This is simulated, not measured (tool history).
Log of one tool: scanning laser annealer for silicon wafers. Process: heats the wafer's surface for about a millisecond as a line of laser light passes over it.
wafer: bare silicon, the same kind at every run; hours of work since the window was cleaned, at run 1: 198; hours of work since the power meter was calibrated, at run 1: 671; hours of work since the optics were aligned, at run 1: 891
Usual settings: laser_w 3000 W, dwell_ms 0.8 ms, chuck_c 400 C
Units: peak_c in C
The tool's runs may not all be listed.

run	hour	laser_w	dwell_ms	chuck_c	hours of work since the window was cleaned	hours of work since the power meter was calibrated	hours of work since the optics were aligned	peak_c
1	0	3000	0.8	400	198	671	891	1129
2	31.1	3000	0.808	400	221	694	914	1133
3	56.6	3000	0.808	400	240	713	933	1137
4	98.4	3000	0.8	400	272	745	965	1127
# hour 127: optics aligned, line set to its width
5	139.2	3000	0.8	400	299	771	9	1133
6	181.3	3044	0.8	400	330	803	41	1147
7	221.9	3044	0.8	400	361	834	71	1142
8	262.3	3044	0.8	400	391	864	102	1144
9	304.5	3044	0.8	400	423	896	133	1143
10	344.2	3000	0.586	398	453	926	163	1022
# hour 355.8: window over the wafer cleaned
11	389.9	3001	0.881	408	26	958	196	1174
12	427.7	3285	0.911	433	54	987	224	1311
13	452.3	3000	0.66	400	73	1005	243	1064
14	486.8	3200	0.8	408	98	1031	269	1200
15	511.7	3200	0.836	404	117	1050	288	1215
16	532	3200	0.836	404	132	1065	303	1217
17	555.8	3000	0.914	400	150	1083	321	1176

Forecast each of these 5 alternatives for the next run:
A	577.3	2769	0.623	392	166	1099	337	?
B	577.3	2951	0.823	400	166	1099	337	?
C	577.3	2988	0.914	400	166	1099	337	?
D	577.3	2636	0.914	400	166	1099	337	?
E	577.3	3000	0.914	391	166	1099	337	?

run	peak_c
A	974
B	1127
C	1173
D	1058
E	1173
Without the tool's hidden state the same runs would have given:
run	peak_c
A	974
B	1128
C	1174
D	1059
E	1174

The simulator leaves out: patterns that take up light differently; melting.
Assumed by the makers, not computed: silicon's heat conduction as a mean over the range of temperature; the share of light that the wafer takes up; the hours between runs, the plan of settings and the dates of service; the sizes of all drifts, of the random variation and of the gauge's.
